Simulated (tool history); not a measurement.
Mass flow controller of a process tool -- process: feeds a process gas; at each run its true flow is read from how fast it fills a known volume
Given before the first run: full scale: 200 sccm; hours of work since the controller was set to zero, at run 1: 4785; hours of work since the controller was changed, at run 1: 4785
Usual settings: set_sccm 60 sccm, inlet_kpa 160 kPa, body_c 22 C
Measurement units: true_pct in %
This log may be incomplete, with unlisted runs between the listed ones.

| run | day | set_sccm | inlet_kpa | body_c | hours of work since the controller was set to zero | hours of work since the controller was changed | true_pct |
|---|---|---|---|---|---|---|---|
| 1 | 0 | 60 | 160 | 22 | 4785 | 4785 | 98.77 |
| 2 | 9.883 | 60 | 160 | 22 | 4960 | 4960 | 98.84 |
|  | 12.288 | controller's zero set anew |
| 3 | 16.758 | 60 | 160 | 22 | 79 | 5080 | 99.47 |
| 4 | 25.217 | 60 | 160 | 22 | 228 | 5229 | 99.28 |
| 5 | 30.675 | 122 | 160 | 22 | 324 | 5326 | 98.98 |
| 6 | 37.383 | 122 | 160 | 22 | 442 | 5444 | 98.92 |
| 7 | 46.462 | 122 | 160 | 22 | 602 | 5604 | 98.89 |
|  | 50.121 | controller's zero set anew, once more |
| 8 | 57.404 | 122 | 160 | 22 | 128 | 5796 | 97.45 |
| 9 | 66.458 | 122 | 160 | 22 | 288 | 5956 | 97.66 |
| 10 | 76.625 | 60 | 160 | 22 | 467 | 6135 | 96.6 |
| 11 | 83.546 | 60 | 160 | 31 | 589 | 6257 | 96.31 |
| 12 | 88.938 | 60 | 160 | 31 | 684 | 6352 | 96.45 |
| 13 | 95.338 | 60 | 160 | 31 | 797 | 6465 | 96.44 |
| 14 | 103.738 | 28 | 160 | 31 | 945 | 6613 | 96.44 |
| 15 | 110.454 | 28 | 160 | 31 | 1063 | 6731 | 96.75 |
| 16 | 119.1 | 92 | 160 | 22 | 1216 | 6884 | 97.09 |
| 17 | 130.608 | 117 | 160 | 22 | 1419 | 7087 | 97.44 |
| 18 | 135.754 | 60 | 243 | 22 | 1509 | 7177 | 97.29 |
| 19 | 146.246 | 60 | 243 | 22 | 1694 | 7362 | 97.45 |
| 20 | 152.008 | 60 | 243 | 22 | 1796 | 7464 | 97.31 |
| 21 | 161.138 | 35 | 243 | 22 | 1957 | 7625 | 97.61 |
| 22 | 168.942 | 64 | 177 | 22 | 2094 | 7762 | 97.15 |
| 23 | 175.846 | 60 | 160 | 23 | 2216 | 7884 | 96.95 |
| 24 | 186.679 | 22 | 160 | 20 | 2407 | 8075 | 98.54 |
| 25 | 192.25 | 31 | 216 | 31 | 2505 | 8173 | 97.77 |
| 26 | 203.308 | 21 | 211 | 22 | 2700 | 8368 | 99.06 |
| 27 | 212.021 | 21 | 211 | 22 | 2854 | 8522 | 99.31 |
| 28 | 216.821 | 21 | 211 | 22 | 2938 | 8606 | 99.31 |
| 29 | 223.783 | 21 | 211 | 22 | 3061 | 8729 | 99.45 |
| 30 | 234.667 | 21 | 211 | 22 | 3253 | 8921 | 99.77 |
| 31 | 244.033 | 21 | 211 | 22 | 3418 | 9086 | 99.94 |
| 32 | 249.2 | 21 | 211 | 22 | 3509 | 9177 | 100.04 |
| 33 | 256.179 | 21 | 248 | 30 | 3632 | 9300 | 100.02 |
| 34 | 265.633 | 21 | 248 | 30 | 3798 | 9466 | 100.18 |
| 35 | 276.608 | 21 | 248 | 30 | 3992 | 9660 | 100.52 |
| 36 | 284.296 | 74 | 160 | 24 | 4127 | 9795 | 97.22 |
| 37 | 291.096 | 70 | 217 | 21 | 4247 | 9915 | 97.76 |
| 38 | 302.058 | 39 | 156 | 23 | 4440 | 10108 | 98.13 |
| 39 | 311.1 | 27 | 176 | 39 | 4600 | 10268 | 99.05 |
| 40 | 319.404 | 51 | 176 | 24 | 4746 | 10414 | 97.75 |
| 41 | 327.479 | 22 | 167 | 24 | 4888 | 10557 | 100.9 |

Alternative continuations, all from the tool just after run 41; predict every row:
|  | 333.796 | controller's zero set anew |
| A | 336.917 | 22 | 236 | 22 | 55 | 10722 | ? |
|  | 333.796 | controller's zero set anew |
| B | 336.917 | 176 | 241 | 24 | 55 | 10722 | ? |
|  | 333.796 | controller's zero set anew |
| C | 336.917 | 195 | 247 | 34 | 55 | 10722 | ? |
|  | 333.796 | controller's zero set anew |
| D | 336.917 | 100 | 177 | 23 | 55 | 10722 | ? |
|  | 333.796 | controller's zero set anew |
| E | 336.917 | 110 | 169 | 40 | 55 | 10722 | ? |

| run | true_pct |
|---|---|
| A | 95.38 |
| B | 97.79 |
| C | 97.65 |
| D | 96.18 |
| E | 95.74 |
The same runs, with their run-to-run variation unchanged, on a tool lacking any hidden condition would have given:
| run | true_pct |
|---|---|
| A | 97.13 |
| B | 99.85 |
| C | 99.72 |
| D | 98.21 |
| E | 97.78 |
